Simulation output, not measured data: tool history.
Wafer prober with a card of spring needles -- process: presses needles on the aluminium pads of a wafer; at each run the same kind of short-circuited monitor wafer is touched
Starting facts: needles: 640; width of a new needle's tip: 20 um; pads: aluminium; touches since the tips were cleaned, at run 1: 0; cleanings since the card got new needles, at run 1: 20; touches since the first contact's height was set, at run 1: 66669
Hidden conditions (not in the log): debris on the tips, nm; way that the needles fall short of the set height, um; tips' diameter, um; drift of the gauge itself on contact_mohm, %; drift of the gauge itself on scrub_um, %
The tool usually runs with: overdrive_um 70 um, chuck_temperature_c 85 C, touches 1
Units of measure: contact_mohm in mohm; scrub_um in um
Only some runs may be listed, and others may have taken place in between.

run,hour,overdrive_um,chuck_temperature_c,touches,touches since the tips were cleaned,cleanings since the card got new needles,touches since the first contact's height was set,contact_mohm,scrub_um
1,0,70,85,1,0,20,66669,254,17.25
# hour 20.6: tips cleaned on abrasive film
2,30.2,58,85,1,4334,21,80217,467,14.25
# hour 42.3: tips cleaned on abrasive film
# hour 62.2: tips cleaned on abrasive film
3,73,69,85,1,4834,23,99366,358,16.92
# hour 85: tips cleaned on abrasive film
# hour 106.7: tips cleaned on abrasive film
# hour 108.7: tips cleaned on abrasive film, once more
4,108.7,69,85,1,0,26,115289,256,16.92
# hour 128.5: tips cleaned on abrasive film
5,131.3,69,85,1,1264,27,125431,315,16.88
# hour 143: height of the first contact set anew
# hour 149.7: tips cleaned on abrasive film
6,157.5,70,85,1,3523,28,6486,348,17.3
# hour 172.4: tips cleaned on abrasive film
7,191,70,85,1,8354,29,21485,379,17.28
# hour 193.8: tips cleaned on abrasive film
# hour 216.2: tips cleaned on abrasive film
8,232.9,70,75,1,7543,31,40269,380,17.27
# hour 238.4: tips cleaned on abrasive film
# hour 258.4: tips cleaned on abrasive film
9,271.1,70,75,1,5713,33,57323,361,17.26
# hour 278.3: tips cleaned on abrasive film
# hour 298.3: tips cleaned on abrasive film
10,302.8,70,75,1,1991,35,71502,340,17.22
# hour 319.5: tips cleaned on abrasive film
# hour 339.4: tips cleaned on abrasive film
11,347.2,70,75,1,3517,37,91419,353,17.19
# hour 361.1: tips cleaned on abrasive film
# hour 382: tips cleaned on abrasive film
12,382.3,70,75,1,119,39,107095,265,17.17
# hour 402.2: tips cleaned on abrasive film
13,415,70,75,1,5723,40,121741,371,17.17
# hour 425.5: tips cleaned on abrasive film
# hour 432.7: height of the first contact set anew
# hour 449: tips cleaned on abrasive film
14,449.8,70,75,1,351,42,7640,273,17.31
# hour 469: tips cleaned on abrasive film
# hour 490.6: tips cleaned on abrasive film
15,490.6,70,75,1,0,44,25925,261,17.28
# hour 511.2: tips cleaned on abrasive film
16,525.7,70,75,1,6533,45,41656,382,17.29
# hour 531.4: tips cleaned on abrasive film
# hour 554.8: tips cleaned on abrasive film
17,569.9,78,67,2,6764,47,61441,304,19.21
# hour 575.5: tips cleaned on abrasive film
# hour 597.4: tips cleaned on abrasive film
18,599.8,70,85,1,1082,49,74826,294,17.2
# hour 619.8: tips cleaned on abrasive film
# hour 642.9: tips cleaned on abrasive film
19,646,65,120,3,1411,51,95524,284,15.96
# hour 663.6: tips cleaned on abrasive film
# hour 683.7: tips cleaned on abrasive film
20,683.7,65,120,1,14,53,112375,274,15.95
# hour 703.6: tips cleaned on abrasive film
21,711.9,65,120,1,3747,54,125035,382,15.93
# hour 722.2: height of the first contact set anew
# hour 725.7: tips cleaned on abrasive film
22,732.7,52,118,1,3167,55,4677,444,12.85
# hour 749.3: tips cleaned on abrasive film
# hour 769.9: tips cleaned on abrasive film
23,775.9,70,85,2,2690,57,23993,304,17.25
# hour 793.9: tips cleaned on abrasive film
# hour 814.6: tips cleaned on abrasive film
24,820.4,60,38,2,2596,59,43936,310,14.8
# hour 834.9: tips cleaned on abrasive film
25,843.2,60,38,2,3723,60,54139,338,14.77
# hour 855.6: tips cleaned on abrasive film
26,863.5,72,33,2,3554,61,63262,301,17.73
# hour 876.9: tips cleaned on abrasive film
# hour 896.9: tips cleaned on abrasive film
27,905.9,72,68,2,4053,63,82216,309,17.72
# hour 918.3: tips cleaned on abrasive film
28,928,72,68,2,4378,64,92124,312,17.69
# hour 941.6: tips cleaned on abrasive film
29,951.2,63,85,2,4339,65,102531,334,15.44
# hour 962.1: tips cleaned on abrasive film
30,974.7,63,85,2,5647,66,113021,352,15.46
# hour 983.9: tips cleaned on abrasive film
# hour 1007.3: tips cleaned on abrasive film
# hour 1013.8: height of the first contact set anew
31,1018.9,60,66,1,5080,68,2313,417,14.81
# hour 1029.3: tips cleaned on abrasive film
32,1042.8,83,29,1,6097,69,13023,337,20.45

Some steps in contact_mohm between neighbouring runs. How much of each would the tool show without its hidden state too (settings, what came in, random variation), and how much is left for the hidden state, with any gauge scatter that isn't in both results?
Run 1 -> 2: overdrive_um 70 -> 58, tips cleaned on abrasive film. contact_mohm +213 mohm: hidden state +207, all else +6.
Run 15 -> 16: tips cleaned on abrasive film. contact_mohm +121 mohm: hidden state +120, all else +1.
Run 22 -> 23: overdrive_um 52 -> 70, chuck_temperature_c 118 -> 85, touches 1 -> 2, tips cleaned on abrasive film, tips cleaned on abrasive film. contact_mohm -140 mohm: hidden state -119, all else -21.
